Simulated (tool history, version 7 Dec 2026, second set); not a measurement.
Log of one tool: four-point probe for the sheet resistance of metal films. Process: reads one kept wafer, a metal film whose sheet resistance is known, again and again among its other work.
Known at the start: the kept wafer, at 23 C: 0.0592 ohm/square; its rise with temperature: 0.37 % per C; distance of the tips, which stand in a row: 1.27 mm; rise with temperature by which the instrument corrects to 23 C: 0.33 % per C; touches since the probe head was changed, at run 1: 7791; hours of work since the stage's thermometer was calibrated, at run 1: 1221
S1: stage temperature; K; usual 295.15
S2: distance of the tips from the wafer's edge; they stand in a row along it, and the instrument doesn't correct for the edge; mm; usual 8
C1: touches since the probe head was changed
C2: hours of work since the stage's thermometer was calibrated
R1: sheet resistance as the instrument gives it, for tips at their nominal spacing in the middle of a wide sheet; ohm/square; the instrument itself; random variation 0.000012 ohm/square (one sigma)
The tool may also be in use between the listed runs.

{"run": 1, "hour": 0.0, "S1": 295.15, "S2": 8, "C1": 7791, "C2": 1221, "R1": 0.059978}
{"run": 2, "hour": 28.0, "S1": 299.15, "S2": 8, "C1": 8240, "C2": 1232, "R1": 0.060073}
{"run": 3, "hour": 58.1, "S1": 299.15, "S2": 8, "C1": 8724, "C2": 1245, "R1": 0.060057}
{"run": 4, "hour": 86.4, "S1": 299.15, "S2": 8, "C1": 9179, "C2": 1257, "R1": 0.060072}
{"run": 5, "hour": 100.8, "S1": 301.15, "S2": 8, "C1": 9409, "C2": 1263, "R1": 0.060105}
{"run": 6, "hour": 127.2, "S1": 301.15, "S2": 8, "C1": 9833, "C2": 1274, "R1": 0.060099}
{"run": 7, "hour": 160.9, "S1": 301.15, "S2": 8, "C1": 10373, "C2": 1288, "R1": 0.060104}
{"run": 8, "hour": 192.3, "S1": 295.15, "S2": 15, "C1": 10878, "C2": 1301, "R1": 0.059396}
{"run": 9, "hour": 216.0, "S1": 295.15, "S2": 15, "C1": 11258, "C2": 1311, "R1": 0.059397}
{"run": 10, "hour": 240.5, "S1": 295.15, "S2": 15, "C1": 11651, "C2": 1321, "R1": 0.059413}
{"run": 11, "hour": 271.0, "S1": 295.15, "S2": 25, "C1": 12140, "C2": 1334, "R1": 0.05923}
{"run": 12, "hour": 287.5, "S1": 292.15, "S2": 8, "C1": 12405, "C2": 1341, "R1": 0.059889}
{"run": 13, "hour": 311.1, "S1": 292.15, "S2": 8, "C1": 12785, "C2": 1351, "R1": 0.059897}
{"run": 14, "hour": 342.6, "S1": 295.15, "S2": 8, "C1": 13290, "C2": 1364, "R1": 0.059972}
{"run": 15, "hour": 363.1, "S1": 297.15, "S2": 8, "C1": 13619, "C2": 1372, "R1": 0.060016}
{"run": 16, "hour": 395.5, "S1": 297.15, "S2": 8, "C1": 14139, "C2": 1386, "R1": 0.060032}
{"run": 17, "hour": 423.4, "S1": 297.15, "S2": 8, "C1": 14586, "C2": 1398, "R1": 0.060023}
{"run": 18, "hour": 455.2, "S1": 297.15, "S2": 8, "C1": 15097, "C2": 1411, "R1": 0.060029}
{"run": 19, "hour": 475.1, "S1": 297.15, "S2": 10, "C1": 15415, "C2": 1419, "R1": 0.05971}
{"run": 20, "hour": 502.4, "S1": 297.15, "S2": 10, "C1": 15854, "C2": 1431, "R1": 0.059743}
{"run": 21, "hour": 523.4, "S1": 305.15, "S2": 8, "C1": 16191, "C2": 1439, "R1": 0.06018}
{"run": 22, "hour": 552.8, "S1": 305.15, "S2": 8, "C1": 16663, "C2": 1452, "R1": 0.060191}
{"run": 23, "hour": 577.4, "S1": 301.15, "S2": 8, "C1": 17058, "C2": 1462, "R1": 0.0601}
{"run": 24, "hour": 606.0, "S1": 301.15, "S2": 17, "C1": 17516, "C2": 1474, "R1": 0.059466}
{"run": 25, "hour": 639.6, "S1": 299.15, "S2": 14, "C1": 18056, "C2": 1488, "R1": 0.059515}
{"run": 26, "hour": 663.3, "S1": 296.15, "S2": 8, "C1": 18437, "C2": 1498, "R1": 0.06001}
{"run": 27, "hour": 690.3, "S1": 304.15, "S2": 18, "C1": 18870, "C2": 1509, "R1": 0.059541}
{"run": 28, "hour": 710.7, "S1": 300.15, "S2": 7, "C1": 19197, "C2": 1518, "R1": 0.06032}
{"run": 29, "hour": 734.1, "S1": 292.15, "S2": 61, "C1": 19573, "C2": 1528, "R1": 0.059121}
{"run": 30, "hour": 760.0, "S1": 295.15, "S2": 6, "C1": 19988, "C2": 1538, "R1": 0.060588}
{"run": 31, "hour": 787.9, "S1": 299.15, "S2": 52, "C1": 20436, "C2": 1550, "R1": 0.05928}
{"run": 32, "hour": 805.0, "S1": 293.15, "S2": 4, "C1": 20710, "C2": 1557, "R1": 0.062163}
{"run": 33, "hour": 827.8, "S1": 297.15, "S2": 10, "C1": 21077, "C2": 1567, "R1": 0.059724}
{"run": 34, "hour": 844.5, "S1": 294.15, "S2": 9, "C1": 21345, "C2": 1574, "R1": 0.059783}
{"run": 35, "hour": 866.0, "S1": 294.15, "S2": 9, "C1": 21689, "C2": 1583, "R1": 0.059792}
{"run": 36, "hour": 897.3, "S1": 294.15, "S2": 11, "C1": 22192, "C2": 1596, "R1": 0.059588}
{"run": 37, "hour": 923.6, "S1": 294.15, "S2": 3, "C1": 22614, "C2": 1607, "R1": 0.064308}
{"run": 38, "hour": 957.9, "S1": 295.15, "S2": 6, "C1": 23164, "C2": 1621, "R1": 0.060591}
{"run": 39, "hour": 983.4, "S1": 295.15, "S2": 6, "C1": 23574, "C2": 1632, "R1": 0.060579}
{"run": 40, "hour": 997.9, "S1": 293.15, "S2": 14, "C1": 23807, "C2": 1638, "R1": 0.059414}
{"run": 41, "hour": 1013.4, "S1": 297.15, "S2": 6, "C1": 24054, "C2": 1644, "R1": 0.060634}
{"run": 42, "hour": 1032.5, "S1": 297.15, "S2": 61, "C1": 24361, "C2": 1652, "R1": 0.059246}
{"run": 43, "hour": 1066.3, "S1": 297.15, "S2": 61, "C1": 24905, "C2": 1666, "R1": 0.059244}
{"run": 44, "hour": 1096.1, "S1": 304.15, "S2": 17, "C1": 25382, "C2": 1679, "R1": 0.059544}

3 ways to go on from here, each from the tool as it stands after run 44. What would each give?
{"run": "A", "hour": 1112.7, "S1": 301.15, "S2": 31, "C1": 25649, "C2": 1686, "R1": "?"}
{"run": "B", "hour": 1112.7, "S1": 292.15, "S2": 21, "C1": 25649, "C2": 1686, "R1": "?"}
{"run": "C", "hour": 1112.7, "S1": 294.15, "S2": 18, "C1": 25649, "C2": 1686, "R1": "?"}

run=A R1=0.059359
run=B R1=0.059217
run=C R1=0.059321
Without the tool's hidden state the same runs would have given:
run=A R1=0.059359
run=B R1=0.059217
run=C R1=0.059321
